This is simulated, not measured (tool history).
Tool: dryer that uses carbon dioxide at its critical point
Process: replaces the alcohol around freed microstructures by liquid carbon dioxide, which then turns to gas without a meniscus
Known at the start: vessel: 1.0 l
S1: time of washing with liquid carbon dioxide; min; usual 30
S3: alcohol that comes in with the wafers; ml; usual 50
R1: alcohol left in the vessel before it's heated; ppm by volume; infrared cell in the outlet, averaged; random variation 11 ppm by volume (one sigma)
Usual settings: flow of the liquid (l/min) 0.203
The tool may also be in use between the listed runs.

{"run": 1, "hour": 0.0, "S1": 30, "flow of the liquid (l/min)": 0.203, "S3": 50, "R1": 1182}
{"run": 2, "hour": 12.0, "S1": 30, "flow of the liquid (l/min)": 0.203, "S3": 50, "R1": 1180}
{"run": 3, "hour": 21.9, "S1": 30, "flow of the liquid (l/min)": 0.23, "S3": 50, "R1": 729}
{"run": 4, "hour": 33.9, "S1": 30, "flow of the liquid (l/min)": 0.23, "S3": 50, "R1": 734}
{"run": 5, "hour": 41.5, "S1": 30, "flow of the liquid (l/min)": 0.203, "S3": 41, "R1": 997}
{"run": 6, "hour": 53.3, "S1": 30, "flow of the liquid (l/min)": 0.203, "S3": 41, "R1": 1010}
{"run": 7, "hour": 62.5, "S1": 39, "flow of the liquid (l/min)": 0.203, "S3": 41, "R1": 345}
{"run": 8, "hour": 75.8, "S1": 39, "flow of the liquid (l/min)": 0.203, "S3": 41, "R1": 341}
{"run": 9, "hour": 83.5, "S1": 39, "flow of the liquid (l/min)": 0.203, "S3": 41, "R1": 363}
{"run": 10, "hour": 89.8, "S1": 39, "flow of the liquid (l/min)": 0.203, "S3": 41, "R1": 357}
{"run": 11, "hour": 99.3, "S1": 39, "flow of the liquid (l/min)": 0.203, "S3": 41, "R1": 372}
{"run": 12, "hour": 111.4, "S1": 39, "flow of the liquid (l/min)": 0.203, "S3": 41, "R1": 360}
{"run": 13, "hour": 117.6, "S1": 39, "flow of the liquid (l/min)": 0.203, "S3": 41, "R1": 370}
{"run": 14, "hour": 130.7, "S1": 39, "flow of the liquid (l/min)": 0.203, "S3": 41, "R1": 369}
{"run": 15, "hour": 144.4, "S1": 30, "flow of the liquid (l/min)": 0.203, "S3": 95, "R1": 2526}
{"run": 16, "hour": 150.7, "S1": 30, "flow of the liquid (l/min)": 0.203, "S3": 95, "R1": 2539}
{"run": 17, "hour": 157.2, "S1": 30, "flow of the liquid (l/min)": 0.203, "S3": 24, "R1": 659}
{"run": 18, "hour": 165.8, "S1": 30, "flow of the liquid (l/min)": 0.203, "S3": 50, "R1": 1354}
{"run": 19, "hour": 176.9, "S1": 30, "flow of the liquid (l/min)": 0.203, "S3": 99, "R1": 2754}
{"hour": 180.3, "done": "inlet filter changed"}
{"run": 20, "hour": 189.2, "S1": 30, "flow of the liquid (l/min)": 0.203, "S3": 30, "R1": 435}
{"run": 21, "hour": 195.3, "S1": 30, "flow of the liquid (l/min)": 0.203, "S3": 30, "R1": 430}
{"run": 22, "hour": 201.4, "S1": 30, "flow of the liquid (l/min)": 0.203, "S3": 76, "R1": 1042}
{"run": 23, "hour": 208.4, "S1": 30, "flow of the liquid (l/min)": 0.203, "S3": 76, "R1": 1061}
{"run": 24, "hour": 219.4, "S1": 30, "flow of the liquid (l/min)": 0.203, "S3": 76, "R1": 1100}
{"run": 25, "hour": 225.7, "S1": 27, "flow of the liquid (l/min)": 0.313, "S3": 50, "R1": 143}
{"run": 26, "hour": 237.5, "S1": 27, "flow of the liquid (l/min)": 0.313, "S3": 50, "R1": 144}
{"run": 27, "hour": 245.8, "S1": 27, "flow of the liquid (l/min)": 0.313, "S3": 50, "R1": 153}
{"run": 28, "hour": 260.1, "S1": 24, "flow of the liquid (l/min)": 0.313, "S3": 27, "R1": 168}
{"run": 29, "hour": 270.5, "S1": 24, "flow of the liquid (l/min)": 0.313, "S3": 27, "R1": 171}
{"run": 30, "hour": 283.6, "S1": 24, "flow of the liquid (l/min)": 0.313, "S3": 27, "R1": 166}
{"run": 31, "hour": 298.2, "S1": 31, "flow of the liquid (l/min)": 0.218, "S3": 21, "R1": 222}
{"run": 32, "hour": 305.6, "S1": 30, "flow of the liquid (l/min)": 0.162, "S3": 53, "R1": 1920}
{"run": 33, "hour": 318.1, "S1": 30, "flow of the liquid (l/min)": 0.162, "S3": 53, "R1": 1918}
{"run": 34, "hour": 324.1, "S1": 26, "flow of the liquid (l/min)": 0.316, "S3": 50, "R1": 206}
{"run": 35, "hour": 330.9, "S1": 26, "flow of the liquid (l/min)": 0.316, "S3": 50, "R1": 200}
{"run": 36, "hour": 343.8, "S1": 22, "flow of the liquid (l/min)": 0.316, "S3": 62, "R1": 565}
{"run": 37, "hour": 355.7, "S1": 30, "flow of the liquid (l/min)": 0.203, "S3": 88, "R1": 1410}
{"run": 38, "hour": 365.0, "S1": 30, "flow of the liquid (l/min)": 0.203, "S3": 88, "R1": 1455}
{"run": 39, "hour": 378.9, "S1": 30, "flow of the liquid (l/min)": 0.143, "S3": 50, "R1": 2830}
{"run": 40, "hour": 388.6, "S1": 30, "flow of the liquid (l/min)": 0.143, "S3": 50, "R1": 2769}
{"run": 41, "hour": 397.4, "S1": 30, "flow of the liquid (l/min)": 0.143, "S3": 50, "R1": 2818}
{"run": 42, "hour": 404.5, "S1": 20, "flow of the liquid (l/min)": 0.203, "S3": 24, "R1": 1627}
{"run": 43, "hour": 415.3, "S1": 20, "flow of the liquid (l/min)": 0.203, "S3": 24, "R1": 1633}
{"run": 44, "hour": 424.0, "S1": 34, "flow of the liquid (l/min)": 0.153, "S3": 44, "R1": 1403}
{"run": 45, "hour": 437.4, "S1": 34, "flow of the liquid (l/min)": 0.327, "S3": 73, "R1": 69}
{"run": 46, "hour": 443.2, "S1": 33, "flow of the liquid (l/min)": 0.267, "S3": 73, "R1": 233}
{"run": 47, "hour": 457.6, "S1": 22, "flow of the liquid (l/min)": 0.256, "S3": 56, "R1": 1363}

Measured less the same run without the tool's hidden state. The same run-to-run variation is in both; the gauge's scatter may not be:
The hidden state here: flow that reaches the vessel past the clogged filter, %; alcohol in the recycled carbon dioxide, ppm; drift of the gauge itself on alcohol_ppm, %.
run=1 R1=+499
run=2 R1=+504
run=3 R1=+346
run=4 R1=+358
run=5 R1=+446
run=6 R1=+457
run=7 R1=+188
run=8 R1=+194
run=9 R1=+203
run=10 R1=+202
run=11 R1=+212
run=12 R1=+206
run=13 R1=+214
run=14 R1=+217
run=15 R1=+1261
run=16 R1=+1271
run=17 R1=+333
run=18 R1=+690
run=19 R1=+1409
run=20 R1=+18
run=21 R1=+21
run=22 R1=+40
run=23 R1=+49
run=24 R1=+60
run=25 R1=+20
run=26 R1=+24
run=27 R1=+26
run=28 R1=+28
run=29 R1=+30
run=30 R1=+34
run=31 R1=+41
run=32 R1=+202
run=33 R1=+219
run=34 R1=+47
run=35 R1=+48
run=36 R1=+112
run=37 R1=+246
run=38 R1=+264
run=39 R1=+388
run=40 R1=+395
run=41 R1=+417
run=42 R1=+241
run=43 R1=+251
run=44 R1=+279
run=45 R1=+34
run=46 R1=+84
run=47 R1=+320
